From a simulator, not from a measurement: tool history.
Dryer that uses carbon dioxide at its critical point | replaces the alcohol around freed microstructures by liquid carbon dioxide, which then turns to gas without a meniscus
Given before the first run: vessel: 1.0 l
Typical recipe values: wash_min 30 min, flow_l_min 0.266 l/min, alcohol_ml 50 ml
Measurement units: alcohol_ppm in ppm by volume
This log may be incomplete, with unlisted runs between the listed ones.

Run 1, hour 0.0: usual settings. Result: alcohol_ppm 242 ppm by volume.
At hour 31.2: purifier's bed changed.
Run 2, hour 37.9: usual settings but alcohol_ml 70 ml. Result: alcohol_ppm 108 ppm by volume.
Run 3, hour 72.2: usual settings but flow_l_min 0.436 l/min, alcohol_ml 70 ml. Result: alcohol_ppm 5 ppm by volume.
Run 4, hour 107.5: usual settings but flow_l_min 0.253 l/min. Result: alcohol_ppm 118 ppm by volume.
Run 5, hour 145.7: usual settings but flow_l_min 0.253 l/min. Result: alcohol_ppm 133 ppm by volume.
At hour 154.6: inlet filter changed.
Run 6, hour 169.2: usual settings but wash_min 18 min. Result: alcohol_ppm 751 ppm by volume.
Run 7, hour 206.1: usual settings but wash_min 18 min. Result: alcohol_ppm 785 ppm by volume.
Run 8, hour 235.9: usual settings but wash_min 18 min. Result: alcohol_ppm 777 ppm by volume.
Run 9, hour 258.7: usual settings. Result: alcohol_ppm 74 ppm by volume.
Run 10, hour 291.1: usual settings. Result: alcohol_ppm 96 ppm by volume.
Run 11, hour 321.3: usual settings. Result: alcohol_ppm 97 ppm by volume.
Run 12, hour 346.1: usual settings. Result: alcohol_ppm 96 ppm by volume.
Run 13, hour 373.2: usual settings. Result: alcohol_ppm 96 ppm by volume.
Run 14, hour 401.4: usual settings. Result: alcohol_ppm 112 ppm by volume.
Run 15, hour 426.0: usual settings. Result: alcohol_ppm 120 ppm by volume.
Run 16, hour 455.6: usual settings. Result: alcohol_ppm 115 ppm by volume.
Run 17, hour 482.7: usual settings but flow_l_min 0.376 l/min. Result: alcohol_ppm 65 ppm by volume.
Run 18, hour 504.0: usual settings but flow_l_min 0.298 l/min. Result: alcohol_ppm 92 ppm by volume.
Run 19, hour 519.8: usual settings but flow_l_min 0.298 l/min. Result: alcohol_ppm 101 ppm by volume.
Run 20, hour 557.5: usual settings but alcohol_ml 71 ml. Result: alcohol_ppm 153 ppm by volume.
Run 21, hour 583.8: usual settings but alcohol_ml 21 ml. Result: alcohol_ppm 108 ppm by volume.
Run 22, hour 615.3: usual settings. Result: alcohol_ppm 152 ppm by volume.
Run 23, hour 636.4: usual settings but wash_min 26 min. Result: alcohol_ppm 260 ppm by volume.
Run 24, hour 656.5: usual settings but flow_l_min 0.410 l/min. Result: alcohol_ppm 78 ppm by volume.
Run 25, hour 680.6: usual settings but wash_min 29 min, flow_l_min 0.252 l/min, alcohol_ml 44 ml. Result: alcohol_ppm 211 ppm by volume.
Run 26, hour 718.2: usual settings but wash_min 27 min, flow_l_min 0.224 l/min, alcohol_ml 103 ml. Result: alcohol_ppm 900 ppm by volume.
At hour 723.9: inlet filter changed.
Run 27, hour 745.7: usual settings but alcohol_ml 35 ml. Result: alcohol_ppm 130 ppm by volume.
Run 28, hour 768.0: usual settings but alcohol_ml 35 ml. Result: alcohol_ppm 134 ppm by volume.
Run 29, hour 790.2: usual settings but flow_l_min 0.168 l/min, alcohol_ml 29 ml. Result: alcohol_ppm 506 ppm by volume.
Run 30, hour 809.9: usual settings but flow_l_min 0.429 l/min. Result: alcohol_ppm 98 ppm by volume.
Run 31, hour 846.0: usual settings but flow_l_min 0.429 l/min. Result: alcohol_ppm 104 ppm by volume.
Run 32, hour 878.0: usual settings but wash_min 21 min, flow_l_min 0.253 l/min, alcohol_ml 27 ml. Result: alcohol_ppm 390 ppm by volume.
Run 33, hour 896.3: usual settings but wash_min 18 min. Result: alcohol_ppm 932 ppm by volume.
Run 34, hour 926.0: usual settings but flow_l_min 0.202 l/min, alcohol_ml 54 ml. Result: alcohol_ppm 447 ppm by volume.
Run 35, hour 949.8: usual settings but wash_min 32 min, flow_l_min 0.231 l/min. Result: alcohol_ppm 208 ppm by volume.
Run 36, hour 988.1: usual settings but wash_min 38 min, flow_l_min 0.231 l/min. Result: alcohol_ppm 164 ppm by volume.
Run 37, hour 1005.2: usual settings but wash_min 40 min. Result: alcohol_ppm 140 ppm by volume.
Run 38, hour 1031.6: usual settings but wash_min 40 min. Result: alcohol_ppm 138 ppm by volume.
Run 39, hour 1064.0: usual settings but wash_min 19 min, alcohol_ml 96 ml. Result: alcohol_ppm 1545 ppm by volume.
Run 40, hour 1099.0: usual settings but wash_min 19 min, flow_l_min 0.170 l/min, alcohol_ml 100 ml. Result: alcohol_ppm 7519 ppm by volume.
Run 41, hour 1128.2: usual settings but wash_min 39 min, flow_l_min 0.170 l/min, alcohol_ml 28 ml. Result: alcohol_ppm 268 ppm by volume.
Run 42, hour 1151.3: usual settings but wash_min 27 min, flow_l_min 0.170 l/min, alcohol_ml 110 ml. Result: alcohol_ppm 2812 ppm by volume.
Run 43, hour 1174.6: usual settings but wash_min 39 min, flow_l_min 0.387 l/min, alcohol_ml 60 ml. Result: alcohol_ppm 143 ppm by volume.
Run 44, hour 1207.5: usual settings but wash_min 44 min. Result: alcohol_ppm 158 ppm by volume.
Run 45, hour 1228.6: usual settings but wash_min 44 min. Result: alcohol_ppm 154 ppm by volume.
Run 46, hour 1244.3: usual settings but wash_min 32 min, flow_l_min 0.197 l/min, alcohol_ml 94 ml. Result: alcohol_ppm 740 ppm by volume.

Forecast each of these 5 alternatives for the next run:
Run A, hour 1261.1: usual settings but wash_min 32 min, flow_l_min 0.197 l/min, alcohol_ml 42 ml. Result: alcohol_ppm ?.
Run B, hour 1261.1: usual settings but flow_l_min 0.276 l/min, alcohol_ml 60 ml. Result: alcohol_ppm ?.
Run C, hour 1261.1: usual settings but wash_min 23 min, flow_l_min 0.175 l/min, alcohol_ml 94 ml. Result: alcohol_ppm ?.
Run D, hour 1261.1: usual settings but wash_min 32 min, flow_l_min 0.247 l/min, alcohol_ml 91 ml. Result: alcohol_ppm ?.
Run E, hour 1261.1: usual settings but wash_min 22 min, flow_l_min 0.197 l/min, alcohol_ml 94 ml. Result: alcohol_ppm ?.

run  alcohol_ppm
  A          418
  B          229
  C         4008
  D          309
  E         3060
Stripped of hidden state, with their random variation kept, the same runs would have yielded:
run  alcohol_ppm
  A          167
  B           42
  C         2866
  D           91
  E         2110

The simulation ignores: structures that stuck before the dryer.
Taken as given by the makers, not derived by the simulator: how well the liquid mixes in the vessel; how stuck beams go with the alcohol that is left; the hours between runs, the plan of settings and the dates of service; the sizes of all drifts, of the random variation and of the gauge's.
